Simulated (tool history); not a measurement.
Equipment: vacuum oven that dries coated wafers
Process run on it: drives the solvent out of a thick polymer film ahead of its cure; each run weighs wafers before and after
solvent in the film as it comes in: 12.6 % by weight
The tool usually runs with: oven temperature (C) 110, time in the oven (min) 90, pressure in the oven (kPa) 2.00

{"run": 1, "hour": 0.0, "oven temperature (C)": 110, "time in the oven (min)": 90, "pressure in the oven (kPa)": 2.0, "solvent left in the film (%)": 2.32}
{"run": 2, "hour": 54.0, "oven temperature (C)": 110, "time in the oven (min)": 90, "pressure in the oven (kPa)": 2.0, "solvent left in the film (%)": 2.24}
{"run": 3, "hour": 102.5, "oven temperature (C)": 110, "time in the oven (min)": 90, "pressure in the oven (kPa)": 2.0, "solvent left in the film (%)": 2.29}
{"run": 4, "hour": 142.9, "oven temperature (C)": 110, "time in the oven (min)": 90, "pressure in the oven (kPa)": 2.0, "solvent left in the film (%)": 2.37}
{"run": 5, "hour": 213.2, "oven temperature (C)": 110, "time in the oven (min)": 90, "pressure in the oven (kPa)": 2.0, "solvent left in the film (%)": 2.37}
{"run": 6, "hour": 253.8, "oven temperature (C)": 110, "time in the oven (min)": 90, "pressure in the oven (kPa)": 7.05, "solvent left in the film (%)": 5.95}
{"run": 7, "hour": 323.4, "oven temperature (C)": 110, "time in the oven (min)": 90, "pressure in the oven (kPa)": 7.05, "solvent left in the film (%)": 5.99}
{"run": 8, "hour": 396.1, "oven temperature (C)": 110, "time in the oven (min)": 90, "pressure in the oven (kPa)": 7.05, "solvent left in the film (%)": 5.88}
{"run": 9, "hour": 472.1, "oven temperature (C)": 110, "time in the oven (min)": 90, "pressure in the oven (kPa)": 1.38, "solvent left in the film (%)": 2.06}
{"run": 10, "hour": 518.7, "oven temperature (C)": 110, "time in the oven (min)": 90, "pressure in the oven (kPa)": 1.38, "solvent left in the film (%)": 1.95}
{"run": 11, "hour": 575.7, "oven temperature (C)": 110, "time in the oven (min)": 90, "pressure in the oven (kPa)": 1.38, "solvent left in the film (%)": 1.96}
{"hour": 584.1, "done": "vacuum gauge cleaned of residue and calibrated"}
{"run": 12, "hour": 619.8, "oven temperature (C)": 110, "time in the oven (min)": 90, "pressure in the oven (kPa)": 2.0, "solvent left in the film (%)": 2.65}
{"run": 13, "hour": 676.5, "oven temperature (C)": 110, "time in the oven (min)": 90, "pressure in the oven (kPa)": 2.0, "solvent left in the film (%)": 2.58}
{"run": 14, "hour": 726.1, "oven temperature (C)": 117, "time in the oven (min)": 90, "pressure in the oven (kPa)": 2.0, "solvent left in the film (%)": 2.02}
{"run": 15, "hour": 760.3, "oven temperature (C)": 117, "time in the oven (min)": 90, "pressure in the oven (kPa)": 2.0, "solvent left in the film (%)": 2.1}
{"run": 16, "hour": 820.8, "oven temperature (C)": 121, "time in the oven (min)": 90, "pressure in the oven (kPa)": 2.0, "solvent left in the film (%)": 1.83}
{"run": 17, "hour": 863.2, "oven temperature (C)": 121, "time in the oven (min)": 147, "pressure in the oven (kPa)": 3.89, "solvent left in the film (%)": 2.7}
{"hour": 908.3, "done": "vacuum gauge cleaned of residue and calibrated, once more"}
{"run": 18, "hour": 914.0, "oven temperature (C)": 121, "time in the oven (min)": 147, "pressure in the oven (kPa)": 3.89, "solvent left in the film (%)": 1.88}
{"run": 19, "hour": 982.3, "oven temperature (C)": 110, "time in the oven (min)": 100, "pressure in the oven (kPa)": 7.15, "solvent left in the film (%)": 5.06}
{"run": 20, "hour": 1038.9, "oven temperature (C)": 110, "time in the oven (min)": 100, "pressure in the oven (kPa)": 7.15, "solvent left in the film (%)": 5.12}
{"run": 21, "hour": 1074.5, "oven temperature (C)": 110, "time in the oven (min)": 68, "pressure in the oven (kPa)": 2.22, "solvent left in the film (%)": 2.18}
{"run": 22, "hour": 1131.2, "oven temperature (C)": 100, "time in the oven (min)": 68, "pressure in the oven (kPa)": 3.32, "solvent left in the film (%)": 4.46}
{"run": 23, "hour": 1164.8, "oven temperature (C)": 118, "time in the oven (min)": 158, "pressure in the oven (kPa)": 2.0, "solvent left in the film (%)": 1.12}
{"run": 24, "hour": 1197.4, "oven temperature (C)": 118, "time in the oven (min)": 158, "pressure in the oven (kPa)": 2.0, "solvent left in the film (%)": 1.02}
{"run": 25, "hour": 1249.5, "oven temperature (C)": 107, "time in the oven (min)": 87, "pressure in the oven (kPa)": 3.15, "solvent left in the film (%)": 2.79}
{"hour": 1295.7, "done": "oven's thermocouples calibrated"}
{"run": 26, "hour": 1325.0, "oven temperature (C)": 104, "time in the oven (min)": 56, "pressure in the oven (kPa)": 2.0, "solvent left in the film (%)": 3.67}
{"run": 27, "hour": 1384.7, "oven temperature (C)": 110, "time in the oven (min)": 46, "pressure in the oven (kPa)": 2.35, "solvent left in the film (%)": 3.41}

What if the next run were any one of these 4? Each begins from the tool's condition after run 27:
{"run": "A", "hour": 1425.3, "oven temperature (C)": 110, "time in the oven (min)": 137, "pressure in the oven (kPa)": 3.5, "solvent left in the film (%)": "?"}
{"run": "B", "hour": 1425.3, "oven temperature (C)": 99, "time in the oven (min)": 120, "pressure in the oven (kPa)": 2.92, "solvent left in the film (%)": "?"}
{"run": "C", "hour": 1425.3, "oven temperature (C)": 110, "time in the oven (min)": 70, "pressure in the oven (kPa)": 2.26, "solvent left in the film (%)": "?"}
{"run": "D", "hour": 1425.3, "oven temperature (C)": 96, "time in the oven (min)": 107, "pressure in the oven (kPa)": 5.36, "solvent left in the film (%)": "?"}

run=A solvent_left_in_the_film_(%)=2.88
run=B solvent_left_in_the_film_(%)=3.79
run=C solvent_left_in_the_film_(%)=2.40
run=D solvent_left_in_the_film_(%)=7.44
What these runs would have given with no unlogged condition in the tool:
run=A solvent_left_in_the_film_(%)=2.78
run=B solvent_left_in_the_film_(%)=3.65
run=C solvent_left_in_the_film_(%)=2.31
run=D solvent_left_in_the_film_(%)=7.31
